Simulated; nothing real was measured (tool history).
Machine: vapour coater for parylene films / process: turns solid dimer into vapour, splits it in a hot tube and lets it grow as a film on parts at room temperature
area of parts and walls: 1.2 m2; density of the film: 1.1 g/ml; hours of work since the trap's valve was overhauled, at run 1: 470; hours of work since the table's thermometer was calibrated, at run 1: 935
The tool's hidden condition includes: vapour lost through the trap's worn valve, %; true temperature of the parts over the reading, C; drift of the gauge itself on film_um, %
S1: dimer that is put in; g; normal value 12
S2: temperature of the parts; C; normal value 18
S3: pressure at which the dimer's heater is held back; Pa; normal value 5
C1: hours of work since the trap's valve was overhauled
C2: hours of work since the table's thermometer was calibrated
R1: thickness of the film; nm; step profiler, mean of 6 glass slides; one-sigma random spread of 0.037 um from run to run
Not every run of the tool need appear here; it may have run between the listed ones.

run 1 hour=0 | S1=12 S2=18 S3=5 | C1=470 C2=935 | R1=6060
run 2 hour=27.4 | S1=12 S2=20 S3=5 | C1=483 C2=948 | R1=5520
run 3 hour=52.5 | S1=12 S2=12 S3=5 | C1=495 C2=960 | R1=7970
run 4 hour=80.1 | S1=12 S2=12 S3=4.72 | C1=508 C2=973 | R1=7980
run 5 hour=116.2 | S1=12 S2=12 S3=4.72 | C1=525 C2=990 | R1=7940
-- hour=153 trap's valve overhauled
run 6 hour=169.7 | S1=12 S2=18 S3=5 | C1=8 C2=1013 | R1=6780
run 7 hour=200.7 | S1=12 S2=18 S3=5 | C1=23 C2=1028 | R1=6740
run 8 hour=232.4 | S1=12 S2=18 S3=5 | C1=38 C2=1043 | R1=6770
run 9 hour=289.3 | S1=5 S2=18 S3=5 | C1=65 C2=1070 | R1=2770
run 10 hour=338 | S1=5 S2=18 S3=5 | C1=88 C2=1094 | R1=2800
run 11 hour=383.4 | S1=12 S2=28 S3=5 | C1=110 C2=1115 | R1=4070
run 12 hour=438.5 | S1=12 S2=28 S3=5 | C1=136 C2=1141 | R1=4030
run 13 hour=472.2 | S1=12 S2=28 S3=5 | C1=152 C2=1157 | R1=4000
run 14 hour=497.9 | S1=12 S2=18 S3=5 | C1=164 C2=1170 | R1=6520
run 15 hour=556.2 | S1=12 S2=21 S3=5 | C1=192 C2=1197 | R1=5590
run 16 hour=603 | S1=12 S2=21 S3=5 | C1=214 C2=1220 | R1=5610
run 17 hour=635 | S1=12 S2=21 S3=5 | C1=229 C2=1235 | R1=5570
run 18 hour=685.6 | S1=12 S2=21 S3=5 | C1=253 C2=1259 | R1=5570
run 19 hour=720 | S1=12 S2=21 S3=5 | C1=270 C2=1275 | R1=5560
run 20 hour=761 | S1=12 S2=18 S3=3.84 | C1=289 C2=1295 | R1=6680
run 21 hour=802.1 | S1=12 S2=18 S3=3.84 | C1=309 C2=1314 | R1=6610
run 22 hour=841.3 | S1=12 S2=18 S3=3.84 | C1=328 C2=1333 | R1=6600
run 23 hour=890.3 | S1=12 S2=18 S3=3.84 | C1=351 C2=1356 | R1=6590
run 24 hour=921.2 | S1=12 S2=18 S3=3.84 | C1=366 C2=1371 | R1=6580
run 25 hour=947.5 | S1=12 S2=18 S3=7.11 | C1=378 C2=1384 | R1=6090
run 26 hour=991.9 | S1=12 S2=23 S3=5 | C1=399 C2=1405 | R1=4900
run 27 hour=1019.4 | S1=12 S2=23 S3=5 | C1=412 C2=1418 | R1=4910
run 28 hour=1062.3 | S1=12 S2=18 S3=3.98 | C1=433 C2=1438 | R1=6580
run 29 hour=1100.1 | S1=12 S2=18 S3=3.98 | C1=451 C2=1456 | R1=6410
run 30 hour=1140.6 | S1=12 S2=18 S3=3.98 | C1=470 C2=1475 | R1=6350
run 31 hour=1189.9 | S1=12 S2=18 S3=3.98 | C1=493 C2=1499 | R1=6370
run 32 hour=1244.3 | S1=12 S2=16 S3=5 | C1=519 C2=1525 | R1=6780
-- hour=1293.8 trap's valve overhauled
run 33 hour=1302.8 | S1=18 S2=28 S3=2.54 | C1=4 C2=1551 | R1=6890
run 34 hour=1340.5 | S1=18 S2=28 S3=2.54 | C1=22 C2=1569 | R1=6860
run 35 hour=1391.8 | S1=18 S2=28 S3=2.54 | C1=47 C2=1593 | R1=6860
run 36 hour=1429.1 | S1=6 S2=27 S3=7.71 | C1=64 C2=1611 | R1=2010
run 37 hour=1472 | S1=5 S2=18 S3=5 | C1=85 C2=1631 | R1=2830
run 38 hour=1528.2 | S1=5 S2=28 S3=5 | C1=112 C2=1658 | R1=1720
run 39 hour=1564.6 | S1=8 S2=18 S3=5 | C1=129 C2=1675 | R1=4440
run 40 hour=1590.9 | S1=10 S2=20 S3=8.09 | C1=141 C2=1688 | R1=4680
run 41 hour=1631.5 | S1=14 S2=18 S3=4.23 | C1=161 C2=1707 | R1=7860

How would selected steps in R1 from run to run divide? Give the signed amount a tool lacking its hidden state would still show from settings, what came in and random variation, and the signed amount left for the hidden state, including any gauge scatter that is not in both of the compared results.
Run 2 -> 3: S2 20 -> 12. R1 +2450 nm: hidden state -390, all else +2840.
Run 5 -> 6: S2 12 -> 18, S3 4.72 -> 5, trap's valve overhauled. R1 -1160 nm: hidden state +1070, all else -2230.
Run 8 -> 9: S1 12 -> 5. R1 -4000 nm: hidden state -70, all else -3930.
Run 32 -> 33: S1 12 -> 18, S2 16 -> 28, S3 5 -> 2.54, trap's valve overhauled. R1 +110 nm: hidden state +720, all else -610.
Run 35 -> 36: S1 18 -> 6, S2 28 -> 27, S3 2.54 -> 7.71. R1 -4850 nm: hidden state -120, all else -4730.
Run 40 -> 41: S1 10 -> 14, S2 20 -> 18, S3 8.09 -> 4.23. R1 +3180 nm: hidden state -10, all else +3190.
